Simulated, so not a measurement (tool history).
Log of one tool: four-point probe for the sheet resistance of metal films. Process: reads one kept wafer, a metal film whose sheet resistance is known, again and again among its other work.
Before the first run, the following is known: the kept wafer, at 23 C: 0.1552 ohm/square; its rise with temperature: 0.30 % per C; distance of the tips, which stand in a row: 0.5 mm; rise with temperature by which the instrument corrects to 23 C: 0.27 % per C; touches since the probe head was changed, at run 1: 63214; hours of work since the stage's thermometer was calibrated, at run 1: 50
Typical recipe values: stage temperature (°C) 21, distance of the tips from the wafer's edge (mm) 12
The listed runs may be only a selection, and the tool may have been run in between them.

run   hour  stage temperature (°C)  distance of the tips from the wafer's edge (mm)  touches since the probe head was changed  hours of work since the stage's thermometer was calibrated  sheet resistance as the instrument gives it (ohm/square)
  1    0.0                      21                                               12                                     63214                                                          50                                                  0.154431
  2   14.9                      21                                               12                                     64099                                                          60                                                  0.154441
  3   32.7                      21                                               12                                     65153                                                          73                                                  0.154363
  4   43.3                      21                                               12                                     65781                                                          80                                                  0.154379
  5   62.4                      21                                               12                                     66914                                                          93                                                  0.154330
  6   79.1                      21                                               12                                     67908                                                         105                                                  0.154374
  7   88.8                      21                                               12                                     68479                                                         111                                                  0.154252
  8  102.1                      20                                               12                                     69271                                                         121                                                  0.154201
  9  115.5                      20                                               12                                     70065                                                         130                                                  0.154195
 10  135.2                      20                                               12                                     71232                                                         143                                                  0.154185
 11  145.2                      21                                               12                                     71826                                                         150                                                  0.154242
 12  161.9                      21                                               12                                     72815                                                         162                                                  0.154250
     173.7  -- new probe head fitted
 13  175.8                      21                                               12                                       121                                                         171                                                  0.154567
 14  195.5                      22                                                9                                      1289                                                         185                                                  0.154768
 15  207.9                      22                                                9                                      2025                                                         193                                                  0.154713

Estimate the outcome of run 16 from the log above:
 16  224.4                      21                                                4                                      3008                                                         205                                                         ?

sheet resistance as the instrument gives it (ohm/square): 0.155677
On a tool with no hidden condition, and with the same random variation, this run would have come out at sheet resistance as the instrument gives it (ohm/square) 0.156395.
